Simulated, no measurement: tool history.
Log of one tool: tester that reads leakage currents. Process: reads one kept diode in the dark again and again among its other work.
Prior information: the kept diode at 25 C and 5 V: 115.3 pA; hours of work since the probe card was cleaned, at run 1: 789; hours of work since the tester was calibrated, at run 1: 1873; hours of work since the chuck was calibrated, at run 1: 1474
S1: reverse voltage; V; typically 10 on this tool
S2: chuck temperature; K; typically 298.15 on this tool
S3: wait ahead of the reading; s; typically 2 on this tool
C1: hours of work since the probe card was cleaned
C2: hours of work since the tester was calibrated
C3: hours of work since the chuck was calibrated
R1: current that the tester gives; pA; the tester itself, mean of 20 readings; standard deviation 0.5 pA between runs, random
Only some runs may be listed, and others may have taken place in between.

run	hour	S1	S2	S3	C1	C2	C3	R1
1	0	10	298.15	2	789	1873	1474	178.34
2	50.5	10	298.15	2	823	1907	1508	177.34
3	95	10	298.15	2	853	1937	1538	177.5
4	159.3	10	298.15	2	897	1981	1582	178.39
# hour 201.2: tester calibrated
5	231.5	10	298.15	3.11	944	21	1629	175
6	272	10	298.15	3.11	972	48	1657	173.98
7	345.6	10	298.15	2	1022	98	1707	175.74
8	391	10	298.15	2	1053	129	1737	176.21
9	471.6	18.1	298.15	2	1107	183	1792	239.06
10	520.4	18.1	298.15	1.29	1140	216	1825	241.51
11	568.7	18.1	298.15	1.29	1173	249	1858	241
12	610	18.1	298.15	1.29	1201	277	1886	242.83
13	645	18.1	298.15	1.29	1225	301	1910	240.9
14	687.8	18.1	298.15	1.29	1254	330	1939	242.94
15	735.5	18.1	298.15	1.29	1286	362	1971	242.46
16	803.4	10	298.15	2	1332	408	2017	178.75
17	855.4	10	298.15	2	1367	444	2052	180.24
18	893.2	10	298.15	2	1393	469	2078	178.64
19	949.3	10	298.15	2	1431	507	2116	179.56
20	1014.3	10	300.15	2	1475	551	2160	208.65
21	1053.9	10	300.15	2	1502	578	2187	209.17
# hour 1060.8: probe card cleaned and baked
22	1108.1	10	300.15	0.98	32	613	2222	211.92
23	1145.7	10	300.15	0.98	58	638	2247	213.16
24	1217	10	300.15	0.98	106	687	2295	214.27
25	1297.3	1.8	300.15	1.31	160	741	2350	89.97
26	1366.9	1.8	300.15	1.31	208	789	2397	89.75
# hour 1386.2: probe card cleaned and baked, once more
27	1407	1.8	301.15	5.81	14	814	2422	96.33
# hour 1451.2: chuck's temperature calibrated
28	1472.8	10	306.15	2	57	857	15	300.65
29	1533	1.7	307.15	1.59	98	898	55	133.82
30	1569	1.7	307.15	1.59	123	922	80	134.51
31	1651.9	1	300.15	3.06	179	978	136	61.61
32	1690.4	14	319.15	8.75	205	1004	162	887.23
33	1730.7	10	294.15	0.91	232	1032	190	125.52
34	1783.7	10	294.15	0.91	268	1068	225	126.63
35	1865.8	9.7	298.15	2	324	1123	281	165.85
36	1946.9	4.5	298.15	2	379	1178	336	113.26
37	1987.6	1.5	295.15	2	406	1206	364	52.24
38	2039.2	2.4	298.15	2	441	1241	399	83.15
39	2112.6	7.1	324.15	1.01	491	1291	448	894.76
40	2166.9	7.1	324.15	1.01	528	1328	485	891.69

Alternative continuations, all from the tool just after run 40; predict every row:
A	2248.5	3.1	310.15	5.33	583	1383	541	?
B	2248.5	1.4	298.15	0.36	583	1383	541	?
C	2248.5	10	302.15	2.19	583	1383	541	?
D	2248.5	11.1	300.15	3.52	583	1383	541	?

run	R1
A	230.33
B	65.07
C	231.73
D	207.58
With no hidden state in the tool, these same runs would have given:
run	R1
A	222.55
B	62.75
C	223.09
D	199.6

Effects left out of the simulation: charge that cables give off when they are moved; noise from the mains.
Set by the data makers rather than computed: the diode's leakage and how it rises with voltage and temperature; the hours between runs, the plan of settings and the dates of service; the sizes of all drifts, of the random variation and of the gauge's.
